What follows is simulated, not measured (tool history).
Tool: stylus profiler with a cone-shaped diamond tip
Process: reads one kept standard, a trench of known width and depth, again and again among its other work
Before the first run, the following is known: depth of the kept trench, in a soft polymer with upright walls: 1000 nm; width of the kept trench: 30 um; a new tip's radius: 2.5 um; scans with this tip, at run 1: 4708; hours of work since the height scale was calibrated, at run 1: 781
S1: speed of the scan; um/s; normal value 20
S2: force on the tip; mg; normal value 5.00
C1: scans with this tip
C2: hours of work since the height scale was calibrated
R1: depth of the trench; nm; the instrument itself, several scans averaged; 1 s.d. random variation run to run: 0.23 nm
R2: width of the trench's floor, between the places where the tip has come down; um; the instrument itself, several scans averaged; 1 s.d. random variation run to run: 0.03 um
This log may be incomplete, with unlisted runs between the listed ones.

Run 1, hour 0.0: usual settings; C1 4708; C2 781. Result: R1 1027.30 nm, R2 25.65 um.
Run 2, hour 42.2: usual settings; C1 4810; C2 798. Result: R1 1027.63 nm, R2 25.69 um.
Run 3, hour 91.5: usual settings; C1 4929; C2 818. Result: R1 1027.62 nm, R2 25.67 um.
Run 4, hour 133.8: usual settings; C1 5031; C2 835. Result: R1 1027.37 nm, R2 25.62 um.
Run 5, hour 188.3: usual settings but S1 30 um/s; C1 5162; C2 856. Result: R1 1028.10 nm, R2 25.64 um.
Run 6, hour 225.8: usual settings but S1 30 um/s; C1 5253; C2 871. Result: R1 1028.18 nm, R2 25.60 um.
Run 7, hour 275.0: usual settings but S1 30 um/s; C1 5371; C2 891. Result: R1 1027.96 nm, R2 25.55 um.
Run 8, hour 329.0: usual settings; C1 5502; C2 913. Result: R1 1028.30 nm, R2 25.58 um.
Run 9, hour 365.7: usual settings; C1 5590; C2 927. Result: R1 1028.41 nm, R2 25.65 um.
Run 10, hour 400.6: usual settings; C1 5674; C2 941. Result: R1 1028.91 nm, R2 25.64 um.
Run 11, hour 477.2: usual settings; C1 5859; C2 972. Result: R1 1028.52 nm, R2 25.60 um.
Run 12, hour 537.7: usual settings but S2 2.55 mg; C1 6005; C2 996. Result: R1 1019.84 nm, R2 25.62 um.
Run 13, hour 581.8: usual settings but S2 2.55 mg; C1 6111; C2 1014. Result: R1 1020.11 nm, R2 25.53 um.
Run 14, hour 649.7: usual settings; C1 6275; C2 1041. Result: R1 1029.06 nm, R2 25.56 um.
Run 15, hour 701.5: usual settings; C1 6400; C2 1062. Result: R1 1029.10 nm, R2 25.59 um.
Run 16, hour 749.8: usual settings; C1 6516; C2 1081. Result: R1 1029.03 nm, R2 25.60 um.
Run 17, hour 827.2: usual settings but S2 14.92 mg; C1 6703; C2 1112. Result: R1 1055.25 nm, R2 25.59 um.
Run 18, hour 871.5: usual settings but S1 7 um/s, S2 14.92 mg; C1 6810; C2 1130. Result: R1 1055.35 nm, R2 25.64 um.
Run 19, hour 913.8: usual settings but S1 7 um/s, S2 14.92 mg; C1 6912; C2 1147. Result: R1 1055.57 nm, R2 25.60 um.
Run 20, hour 957.1: usual settings but S1 6 um/s, S2 14.92 mg; C1 7017; C2 1164. Result: R1 1055.03 nm, R2 25.60 um.
Run 21, hour 1031.2: usual settings but S1 6 um/s, S2 14.92 mg; C1 7195; C2 1194. Result: R1 1055.42 nm, R2 25.62 um.
Run 22, hour 1076.9: usual settings but S1 6 um/s, S2 14.92 mg; C1 7306; C2 1212. Result: R1 1055.79 nm, R2 25.61 um.
Run 23, hour 1156.9: usual settings but S1 9 um/s, S2 7.34 mg; C1 7499; C2 1244. Result: R1 1037.08 nm, R2 25.56 um.
Run 24, hour 1227.0: usual settings but S1 29 um/s, S2 11.92 mg; C1 7668; C2 1272. Result: R1 1048.72 nm, R2 25.53 um.
Run 25, hour 1272.1: usual settings but S1 16 um/s, S2 1.69 mg; C1 7776; C2 1290. Result: R1 1018.12 nm, R2 25.44 um.
Run 26, hour 1333.1: usual settings but S1 78 um/s, S2 5.06 mg; C1 7924; C2 1315. Result: R1 1030.55 nm, R2 25.24 um.
Run 27, hour 1419.1: usual settings but S1 78 um/s, S2 5.06 mg; C1 8131; C2 1349. Result: R1 1030.43 nm, R2 25.19 um.
Run 28, hour 1497.7: usual settings but S1 78 um/s, S2 5.06 mg; C1 8320; C2 1380. Result: R1 1030.84 nm, R2 25.20 um.
Run 29, hour 1581.6: usual settings but S1 25 um/s, S2 8.02 mg; C1 8523; C2 1414. Result: R1 1039.59 nm, R2 25.43 um.
Run 30, hour 1636.5: usual settings but S1 25 um/s, S2 8.02 mg; C1 8655; C2 1436. Result: R1 1039.69 nm, R2 25.45 um.
Run 31, hour 1709.7: usual settings but S1 25 um/s, S2 6.55 mg; C1 8832; C2 1465. Result: R1 1036.12 nm, R2 25.43 um.
Run 32, hour 1753.8: usual settings but S1 8 um/s, S2 4.25 mg; C1 8938; C2 1483. Result: R1 1028.31 nm, R2 25.49 um.
Run 33, hour 1833.0: usual settings but S1 29 um/s, S2 4.25 mg; C1 9130; C2 1515. Result: R1 1029.11 nm, R2 25.32 um.
Run 34, hour 1903.9: usual settings but S1 29 um/s, S2 4.25 mg; C1 9300; C2 1543. Result: R1 1029.25 nm, R2 25.38 um.
Run 35, hour 1981.9: usual settings but S1 14 um/s, S2 11.80 mg; C1 9489; C2 1574. Result: R1 1050.25 nm, R2 25.47 um.
Run 36, hour 2051.7: usual settings but S1 58 um/s, S2 3.21 mg; C1 9657; C2 1602. Result: R1 1025.07 nm, R2 25.18 um.
Run 37, hour 2131.1: usual settings but S1 58 um/s, S2 3.21 mg; C1 9849; C2 1634. Result: R1 1025.26 nm, R2 25.07 um.
Run 38, hour 2213.5: usual settings but S1 15 um/s, S2 2.69 mg; C1 10047; C2 1667. Result: R1 1024.09 nm, R2 25.32 um.
Run 39, hour 2294.9: usual settings but S2 6.74 mg; C1 10244; C2 1699. Result: R1 1037.43 nm, R2 25.39 um.
Run 40, hour 2352.3: usual settings but S1 14 um/s, S2 10.63 mg; C1 10382; C2 1722. Result: R1 1047.75 nm, R2 25.35 um.
Run 41, hour 2416.9: usual settings but S1 14 um/s, S2 10.63 mg; C1 10538; C2 1748. Result: R1 1048.56 nm, R2 25.36 um.
Run 42, hour 2495.2: usual settings but S1 14 um/s, S2 10.63 mg; C1 10727; C2 1780. Result: R1 1048.29 nm, R2 25.35 um.
Run 43, hour 2564.1: usual settings but S1 14 um/s; C1 10893; C2 1807. Result: R1 1033.11 nm, R2 25.32 um.

The same runs without the tool's hidden state, with the same run-to-run variation:
Unlogged tool condition in this case: radius of the tip, um; height scale over the true one, %; drift of the gauge itself on depth_nm, %; drift of the gauge itself on floor_um, %.
run       R1     R2
  1  1023.52  25.89
  2  1023.76  25.94
  3  1023.65  25.93
  4  1023.32  25.89
  5  1023.95  25.91
  6  1023.96  25.87
  7  1023.63  25.83
  8  1023.86  25.87
  9  1023.90  25.95
 10  1024.33  25.94
 11  1023.78  25.91
 12  1015.02  25.94
 13  1015.19  25.86
 14  1023.96  25.89
 15  1023.89  25.93
 16  1023.72  25.96
 17  1049.65  25.95
 18  1049.65  26.00
 19  1049.79  25.98
 20  1049.17  25.98
 21  1049.40  26.01
 22  1049.68  26.01
 23  1030.92  25.97
 24  1042.36  25.95
 25  1011.87  25.86
 26  1024.11  25.68
 27  1023.83  25.64
 28  1024.08  25.66
 29  1032.62  25.90
 30  1032.62  25.92
 31  1028.92  25.92
 32  1021.07  25.98
 33  1021.72  25.82
 34  1021.71  25.89
 35  1042.40  26.00
 36  1017.28  25.72
 37  1017.31  25.61
 38  1015.99  25.88
 39  1029.07  25.96
 40  1039.19  25.93
 41  1039.87  25.95
 42  1039.45  25.95
 43  1024.27  25.93

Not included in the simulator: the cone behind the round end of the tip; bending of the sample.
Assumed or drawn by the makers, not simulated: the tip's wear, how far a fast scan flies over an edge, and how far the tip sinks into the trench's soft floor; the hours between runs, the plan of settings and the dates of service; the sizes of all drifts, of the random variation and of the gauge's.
